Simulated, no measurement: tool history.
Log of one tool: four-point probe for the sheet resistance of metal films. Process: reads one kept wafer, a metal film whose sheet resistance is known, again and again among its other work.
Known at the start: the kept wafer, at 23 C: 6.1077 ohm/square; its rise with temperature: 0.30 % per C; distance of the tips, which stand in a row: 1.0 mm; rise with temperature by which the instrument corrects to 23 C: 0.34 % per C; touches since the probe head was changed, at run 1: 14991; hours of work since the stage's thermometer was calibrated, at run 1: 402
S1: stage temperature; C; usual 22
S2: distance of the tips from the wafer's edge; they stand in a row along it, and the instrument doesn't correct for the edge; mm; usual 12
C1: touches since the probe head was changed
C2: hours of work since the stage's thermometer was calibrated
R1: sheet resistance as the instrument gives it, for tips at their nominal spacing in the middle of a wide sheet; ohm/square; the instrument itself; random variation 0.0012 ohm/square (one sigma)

Run 1, day 0: usual settings; C1 14991; C2 402. Result: R1 6.134523 ohm/square.
Run 2, day 1.858: usual settings but S2 33 mm; C1 15845; C2 431. Result: R1 6.115447 ohm/square.
Run 3, day 5.446: usual settings; C1 17494; C2 486. Result: R1 6.134392 ohm/square.
Run 4, day 7.212: usual settings but S2 45 mm; C1 18308; C2 513. Result: R1 6.112838 ohm/square.
Run 5, day 10.217: usual settings but S2 45 mm; C1 19688; C2 559. Result: R1 6.114002 ohm/square.
Run 6, day 13.075: usual settings; C1 21002; C2 603. Result: R1 6.134438 ohm/square.
Run 7, day 15.85: usual settings; C1 22279; C2 646. Result: R1 6.133577 ohm/square.
Run 8, day 18.938: usual settings but S2 66 mm; C1 23698; C2 693. Result: R1 6.111636 ohm/square.
Run 9, day 21.742: usual settings but S1 23 C, S2 66 mm; C1 24987; C2 737. Result: R1 6.107438 ohm/square.
Run 10, day 24.379: usual settings but S1 23 C, S2 66 mm; C1 26199; C2 777. Result: R1 6.108 ohm/square.
Run 11, day 26.971: usual settings but S1 23 C, S2 7 mm; C1 27391; C2 817. Result: R1 6.174066 ohm/square.
Run 12, day 30.538: usual settings but S1 23 C, S2 7 mm; C1 29030; C2 872. Result: R1 6.176573 ohm/square.
Run 13, day 33.921: usual settings but S1 23 C, S2 7 mm; C1 30586; C2 924. Result: R1 6.173916 ohm/square.
Run 14, day 35.712: usual settings but S1 23 C, S2 7 mm; C1 31410; C2 951. Result: R1 6.173519 ohm/square.
Run 15, day 37.662: usual settings but S1 29 C, S2 16 mm; C1 32305; C2 981. Result: R1 6.10717 ohm/square.
Run 16, day 40.367: usual settings but S1 30 C, S2 39 mm; C1 33550; C2 1023. Result: R1 6.09148 ohm/square.
Run 17, day 43.062: usual settings but S1 34 C, S2 7 mm; C1 34789; C2 1065. Result: R1 6.14791 ohm/square.
Run 18, day 45.583: usual settings but S1 28 C, S2 4 mm; C1 35948; C2 1103. Result: R1 6.294151 ohm/square.
Run 19, day 48.85: usual settings but S1 28 C, S2 13 mm; C1 37448; C2 1154. Result: R1 6.11415 ohm/square.
Run 20, day 51.225: usual settings but S1 28 C, S2 14 mm; C1 38541; C2 1190. Result: R1 6.113998 ohm/square.
Run 21, day 54.621: usual settings but S1 31 C, S2 4 mm; C1 40102; C2 1242. Result: R1 6.288125 ohm/square.

Forecast each of these 3 alternatives for the next run:
Run A, day 56.475: usual settings but S1 26 C, S2 26 mm; C1 40955; C2 1271. Result: R1 ?.
Run B, day 56.475: usual settings but S1 33 C, S2 16 mm; C1 40955; C2 1271. Result: R1 ?.
Run C, day 56.475: usual settings but S1 31 C, S2 23 mm; C1 40955; C2 1271. Result: R1 ?.

run        R1
  A  6.106073
  B  6.096549
  C  6.092344
Without the tool's hidden state the same runs would have given:
run        R1
  A  6.105915
  B  6.096392
  C  6.092187

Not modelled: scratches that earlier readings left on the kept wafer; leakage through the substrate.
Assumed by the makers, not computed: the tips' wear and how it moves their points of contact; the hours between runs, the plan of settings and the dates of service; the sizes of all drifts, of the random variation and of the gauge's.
